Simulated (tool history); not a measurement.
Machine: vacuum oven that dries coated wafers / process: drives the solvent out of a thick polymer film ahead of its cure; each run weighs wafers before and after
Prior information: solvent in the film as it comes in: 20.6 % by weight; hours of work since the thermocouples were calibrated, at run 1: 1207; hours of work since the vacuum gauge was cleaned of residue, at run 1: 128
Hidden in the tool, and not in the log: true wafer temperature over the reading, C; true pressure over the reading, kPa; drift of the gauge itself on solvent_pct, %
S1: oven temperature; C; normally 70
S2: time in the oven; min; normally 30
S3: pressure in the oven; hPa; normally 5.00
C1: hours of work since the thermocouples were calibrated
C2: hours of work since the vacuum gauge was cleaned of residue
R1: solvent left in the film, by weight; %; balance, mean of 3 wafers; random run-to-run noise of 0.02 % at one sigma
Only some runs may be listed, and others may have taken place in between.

run	hour	S1	S2	S3	C1	C2	R1
1	0.0	70	30	5.00	1207	128	4.62
2	46.1	82	30	5.00	1243	164	1.98
3	90.5	82	30	5.00	1278	199	1.99
4	131.0	82	30	5.00	1310	231	2.00
5	173.5	82	28	5.00	1343	264	2.27
6	203.0	82	28	5.00	1366	287	2.26
7	230.6	70	30	10.21	1387	308	4.99
8	250.4	70	30	10.21	1403	324	5.01
9	275.9	70	30	10.21	1423	344	4.99
10	315.6	70	30	10.21	1454	375	5.00
11	335.3	74	30	6.35	1469	390	3.69
12	359.0	74	30	6.35	1488	409	3.71

For run 13, what comes out?
13	386.4	74	18	12.57	1509	430	?

R1: 6.97 %
With the hidden condition absent and the run-to-run variation left alone, this run would have shown R1 7.48 %.
